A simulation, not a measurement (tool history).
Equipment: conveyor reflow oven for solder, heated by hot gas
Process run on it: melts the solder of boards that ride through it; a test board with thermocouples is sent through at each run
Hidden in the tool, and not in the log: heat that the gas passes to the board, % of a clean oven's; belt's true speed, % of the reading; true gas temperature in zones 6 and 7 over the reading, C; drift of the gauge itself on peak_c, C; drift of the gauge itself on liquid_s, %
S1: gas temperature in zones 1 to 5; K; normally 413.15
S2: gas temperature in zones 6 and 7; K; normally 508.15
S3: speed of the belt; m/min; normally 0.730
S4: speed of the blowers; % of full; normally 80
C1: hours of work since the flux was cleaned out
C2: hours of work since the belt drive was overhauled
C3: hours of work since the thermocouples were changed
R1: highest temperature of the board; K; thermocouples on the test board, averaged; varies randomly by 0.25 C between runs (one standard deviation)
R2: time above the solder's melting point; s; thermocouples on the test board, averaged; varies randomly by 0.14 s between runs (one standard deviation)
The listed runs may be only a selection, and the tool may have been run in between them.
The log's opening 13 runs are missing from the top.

run	day	S1	S2	S3	S4	C1	C2	C3	R1	R2
14	11.250	413.15	508.15	0.730	80	100	501	72	491.75	50.4
15	12.279	413.15	508.15	0.730	80	116	517	88	491.75	50.6
16	13.046	428.15	508.15	0.797	66	128	528	100	488.35	48.3
17	13.900	423.15	508.15	0.723	66	141	542	113	490.65	53.0
18	14.900	419.15	508.15	0.730	89	157	557	128	494.65	54.5
19	15.662	413.15	507.15	0.730	53	169	569	140	482.25	41.7
20	16.742	413.15	507.15	0.730	53	185	586	157	482.05	42.1
21	17.433	408.15	509.15	0.730	77	196	597	168	491.15	48.3
22	18.021	408.15	509.15	0.730	77	205	606	177	491.15	48.6
23	19.046	408.15	509.15	0.730	77	221	622	193	491.25	48.4
24	20.104	408.15	498.15	0.730	77	237	638	209	481.55	41.6
25	20.942	408.15	498.15	0.730	77	250	651	222	481.65	41.6
26	21.992	413.15	501.15	0.594	80	267	667	238	491.05	63.2
27	23.025	413.15	501.15	0.594	80	283	683	254	491.15	63.3
28	23.838	413.15	505.15	0.709	75	295	696	267	488.85	50.2

Run 29 comes next. What will it give?
29	24.950	414.15	508.15	0.637	80	313	713	284	?	?

R1: 495.65 K
R2: 61.8 s
Take away the tool's hidden state, keep the run-to-run variation as it was, and the same run would have given R1 495.75 K, R2 61.8 s.

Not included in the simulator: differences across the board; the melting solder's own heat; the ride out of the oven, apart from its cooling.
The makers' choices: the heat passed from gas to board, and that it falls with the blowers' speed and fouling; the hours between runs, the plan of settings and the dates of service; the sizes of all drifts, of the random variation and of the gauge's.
